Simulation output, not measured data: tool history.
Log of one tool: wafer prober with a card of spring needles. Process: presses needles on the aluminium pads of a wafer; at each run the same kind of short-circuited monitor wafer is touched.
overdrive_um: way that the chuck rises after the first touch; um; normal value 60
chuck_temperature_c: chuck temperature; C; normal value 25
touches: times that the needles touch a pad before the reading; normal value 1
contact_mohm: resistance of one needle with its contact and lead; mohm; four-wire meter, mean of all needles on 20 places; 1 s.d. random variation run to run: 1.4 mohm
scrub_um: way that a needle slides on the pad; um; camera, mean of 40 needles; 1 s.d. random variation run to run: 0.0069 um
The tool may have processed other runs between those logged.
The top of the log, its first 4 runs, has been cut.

| run | hour | overdrive_um | chuck_temperature_c | touches | touches since the tips were cleaned | cleanings since the card got new needles | touches since the first contact's height was set | contact_mohm | scrub_um |
|---|---|---|---|---|---|---|---|---|---|
|  | 27.2 | tips cleaned on abrasive film |
| 5 | 30.4 | 60 | 25 | 1 | 1494 | 5 | 50327 | 124 | 10.806 |
| 6 | 36.1 | 60 | 25 | 1 | 4138 | 5 | 52971 | 123 | 10.798 |
| 7 | 44.5 | 60 | 25 | 1 | 8077 | 5 | 56910 | 126 | 10.795 |
|  | 46.0 | tips cleaned on abrasive film |
| 8 | 53.1 | 60 | 30 | 1 | 3299 | 6 | 60857 | 125 | 10.793 |
| 9 | 60.6 | 60 | 30 | 1 | 6794 | 6 | 64352 | 125 | 10.778 |
|  | 65.1 | tips cleaned on abrasive film |
| 10 | 70.9 | 60 | 30 | 1 | 2703 | 7 | 69087 | 126 | 10.763 |
| 11 | 75.6 | 60 | 53 | 1 | 4925 | 7 | 71309 | 129 | 10.771 |
| 12 | 82.4 | 60 | 53 | 1 | 8094 | 7 | 74478 | 126 | 10.762 |
|  | 84.2 | tips cleaned on abrasive film |
| 13 | 88.5 | 60 | 53 | 1 | 1980 | 8 | 77260 | 125 | 10.758 |
| 14 | 97.7 | 60 | 53 | 1 | 6276 | 8 | 81556 | 127 | 10.749 |
|  | 103.4 | tips cleaned on abrasive film |
|  | 105.3 | height of the first contact set anew |
| 15 | 109.0 | 60 | 53 | 1 | 2484 | 9 | 1741 | 129 | 10.743 |
| 16 | 118.0 | 60 | 53 | 1 | 6660 | 9 | 5917 | 128 | 10.733 |
|  | 122.7 | tips cleaned on abrasive film |
| 17 | 124.4 | 56 | 53 | 1 | 758 | 10 | 8859 | 130 | 10.010 |

Estimate the outcome of run 18 from the log above:
| 18 | 135.6 | 48 | 25 | 1 | 6017 | 10 | 14118 | ? | ? |

contact_mohm: 126 mohm
scrub_um: 8.582 um
On a tool with no hidden condition, and with the same random variation, this run would have come out at contact_mohm 126 mohm, scrub_um 8.679 um.
